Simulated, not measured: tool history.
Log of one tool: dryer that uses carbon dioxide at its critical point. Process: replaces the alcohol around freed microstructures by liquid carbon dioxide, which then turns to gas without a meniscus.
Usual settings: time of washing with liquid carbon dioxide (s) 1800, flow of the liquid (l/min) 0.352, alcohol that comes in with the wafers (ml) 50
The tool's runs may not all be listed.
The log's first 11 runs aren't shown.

run   hour  time of washing with liquid carbon dioxide (s)  flow of the liquid (l/min)  alcohol that comes in with the wafers (ml)  alcohol left in the vessel before it's heated (ppm by volume)
 12  280.5                                            1800                       0.352                                          50                                                            503
 13  294.4                                            1800                       0.352                                          50                                                            507
 14  308.4                                            1800                       0.352                                          50                                                            524
 15  326.0                                            1800                       0.352                                          50                                                            516
 16  341.5                                            1800                       0.291                                          50                                                            941
     364.9  -- inlet filter changed
 17  365.1                                            1800                       0.430                                          50                                                            222
 18  392.4                                            1800                       0.352                                         117                                                            702
 19  406.5                                            1980                       0.352                                          50                                                            293
 20  426.2                                            1800                       0.352                                          50                                                            391
 21  446.0                                            1800                       0.352                                          50                                                            394
 22  469.4                                            1800                       0.352                                          50                                                            398
 23  488.2                                            1800                       0.352                                          50                                                            402
 24  514.8                                            1320                       0.482                                          50                                                            387
 25  529.1                                            1200                       0.234                                          25                                                           1780
 26  553.6                                            2520                       0.277                                          24                                                            239
 27  567.7                                            1320                       0.373                                          74                                                           1192
 28  596.8                                            1320                       0.373                                          74                                                           1227
 29  630.6                                            1620                       0.278                                          74                                                           1624
 30  655.8                                            1620                       0.278                                          74                                                           1622
 31  672.8                                            1620                       0.231                                          74                                                           2803

Run 32 comes next. What will it give?
 32  693.9                                            2640                       0.231                                          55                                                              ?

{"run 32": {"alcohol left in the vessel before it's heated (ppm by volume)": 538}}
Without the tool's hidden state the same run would have given alcohol left in the vessel before it's heated (ppm by volume) 326.
